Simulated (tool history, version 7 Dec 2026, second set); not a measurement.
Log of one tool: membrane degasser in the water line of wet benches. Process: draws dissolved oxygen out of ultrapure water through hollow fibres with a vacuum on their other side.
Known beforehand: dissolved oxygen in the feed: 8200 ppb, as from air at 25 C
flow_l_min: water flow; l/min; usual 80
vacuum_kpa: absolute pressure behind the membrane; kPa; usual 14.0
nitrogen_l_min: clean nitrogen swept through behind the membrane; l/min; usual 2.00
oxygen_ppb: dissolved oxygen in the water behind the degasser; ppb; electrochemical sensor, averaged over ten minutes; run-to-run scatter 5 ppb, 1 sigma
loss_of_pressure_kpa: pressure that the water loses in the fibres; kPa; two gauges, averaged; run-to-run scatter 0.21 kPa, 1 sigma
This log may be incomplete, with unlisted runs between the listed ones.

| run | day | flow_l_min | vacuum_kpa | nitrogen_l_min | oxygen_ppb | loss_of_pressure_kpa |
|---|---|---|---|---|---|---|
| 1 | 0.000 | 80 | 14.0 | 2.00 | 835.7 | 47.91 |
| 2 | 1.942 | 80 | 14.0 | 2.00 | 842.2 | 48.10 |
| 3 | 5.017 | 80 | 14.0 | 2.00 | 843.0 | 47.49 |
| 4 | 6.792 | 96 | 14.0 | 2.00 | 976.3 | 57.43 |
| 5 | 9.496 | 96 | 14.0 | 2.00 | 976.3 | 57.68 |
| 6 | 12.446 | 80 | 14.0 | 3.09 | 614.9 | 48.30 |
| 7 | 14.225 | 80 | 14.0 | 2.00 | 842.2 | 47.88 |
| 8 | 15.979 | 80 | 14.0 | 2.00 | 847.9 | 48.04 |
| 9 | 18.654 | 80 | 14.0 | 2.00 | 849.8 | 48.11 |
| 10 | 20.604 | 80 | 14.0 | 2.00 | 835.6 | 47.41 |
| 11 | 22.388 | 63 | 14.0 | 2.00 | 690.7 | 37.56 |
| 12 | 25.133 | 80 | 10.2 | 2.00 | 576.4 | 47.79 |
| 13 | 28.267 | 84 | 10.2 | 2.00 | 598.5 | 49.92 |
| 14 | 30.571 | 84 | 10.2 | 2.00 | 601.5 | 50.22 |
| 15 | 33.538 | 84 | 10.2 | 2.00 | 599.1 | 50.31 |
| 16 | 35.729 | 80 | 17.5 | 2.00 | 1047.1 | 47.64 |
| 17 | 38.575 | 69 | 27.0 | 4.32 | 815.4 | 41.32 |
| 18 | 41.467 | 123 | 27.0 | 4.32 | 1333.4 | 73.43 |
| 19 | 42.967 | 74 | 14.4 | 2.00 | 809.3 | 44.29 |
| 20 | 46.150 | 74 | 14.4 | 2.00 | 805.8 | 43.91 |
| 21 | 48.383 | 74 | 14.4 | 2.00 | 802.7 | 43.67 |
| 22 | 51.525 | 74 | 12.1 | 2.00 | 666.5 | 44.03 |
| 23 | 53.246 | 103 | 12.1 | 2.00 | 856.4 | 61.23 |
| 24 | 55.929 | 56 | 12.1 | 2.00 | 516.2 | 33.40 |
| 25 | 58.588 | 80 | 9.1 | 2.00 | 493.1 | 47.91 |
| 26 | 61.846 | 80 | 9.1 | 2.00 | 491.0 | 47.85 |
| 27 | 64.954 | 80 | 13.2 | 2.77 | 610.1 | 47.56 |
| 28 | 68.175 | 110 | 11.3 | 2.00 | 846.1 | 65.72 |
| 29 | 71.096 | 110 | 11.3 | 2.00 | 846.7 | 65.73 |
| 30 | 72.733 | 110 | 11.3 | 2.00 | 839.0 | 65.55 |
| 31 | 74.371 | 124 | 14.0 | 2.00 | 1158.5 | 73.97 |

A few steps of oxygen_ppb between consecutive runs. Split each: what settings, incoming material and random variation would produce without the hidden state, and what is left over for the hidden state, along with gauge scatter present in only one of the two compared results (measured, and without hidden state):
Hidden state present: membrane still open, %; true pressure behind the membrane over the reading, kPa; air that leaks in behind the membrane, l/min; drift of the gauge itself on oxygen_ppb, %; drift of the gauge itself on loss_of_pressure_kpa, %.
Run 15 -> 16: flow_l_min 84 -> 80, vacuum_kpa 10.2 -> 17.5. oxygen_ppb +448.0 ppb: hidden state -6.8, all else +454.8.
Run 17 -> 18: flow_l_min 69 -> 123. oxygen_ppb +518.0 ppb: hidden state -9.2, all else +527.2.
Run 18 -> 19: flow_l_min 123 -> 74, vacuum_kpa 27.0 -> 14.4, nitrogen_l_min 4.32 -> 2.00. oxygen_ppb -524.1 ppb: hidden state +8.2, all else -532.3.
Run 30 -> 31: flow_l_min 110 -> 124, vacuum_kpa 11.3 -> 14.0. oxygen_ppb +319.5 ppb: hidden state -10.0, all else +329.5.
